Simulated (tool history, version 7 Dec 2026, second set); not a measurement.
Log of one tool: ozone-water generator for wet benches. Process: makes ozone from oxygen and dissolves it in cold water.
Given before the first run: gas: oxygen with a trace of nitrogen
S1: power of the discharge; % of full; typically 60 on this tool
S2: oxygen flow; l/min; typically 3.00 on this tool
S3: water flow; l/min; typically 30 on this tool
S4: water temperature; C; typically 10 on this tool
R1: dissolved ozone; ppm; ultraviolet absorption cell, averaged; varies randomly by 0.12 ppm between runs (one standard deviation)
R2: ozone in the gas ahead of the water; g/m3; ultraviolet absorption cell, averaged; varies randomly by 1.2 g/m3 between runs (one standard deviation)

run     day  S1    S2  S3  S4    R1     R2
  1   0.000  60  3.00  30  10  10.4  209.3
  2   1.633  60  3.00  30  10  10.6  210.5
  3   2.692  60  3.00  23  10  13.7  212.5
  4   4.167  60  3.00  23  10  13.7  212.5
  5   5.808  60  3.00  30  14  10.2  214.1
  6   6.592  60  3.00  30  14  10.2  212.7
  7   7.971  60  3.00  30  10  10.4  212.1
  8   9.146  60  3.00  30   9  10.8  213.8
  9  10.375  65  2.58  39  11   7.7  238.7
 10  11.804  60  3.00  30  16  10.1  215.5
 11  12.921  46  2.24  46   8   4.7  197.4
 12  13.779  46  2.24  46   8   4.7  195.4
 13  14.567  46  2.24  46   8   4.7  197.1
 14  15.925  60  3.00  30  15   9.9  215.7
 15  16.712  99  5.12  23  11  23.4  257.6

Some steps in R2, run to run, broken into two amounts with sign: the step expected even without the hidden condition (settings, incoming material, random variation), and the rest, left for the hidden condition together with whatever gauge scatter is not in both the measured and the hidden-condition-free result:
Hidden conditions of the tool in this case: yield of the discharge, % of new electrodes'; contactor's efficiency, % of a clean one's; true water temperature over the reading, C; drift of the gauge itself on ozone_ppm, %; drift of the gauge itself on gas_g_m3, %.
Run 14 -> 15: S1 60 -> 99, S2 3.00 -> 5.12, S3 30 -> 23, S4 15 -> 11. R2 +41.9 g/m3: hidden state +1.1, all else +40.8.
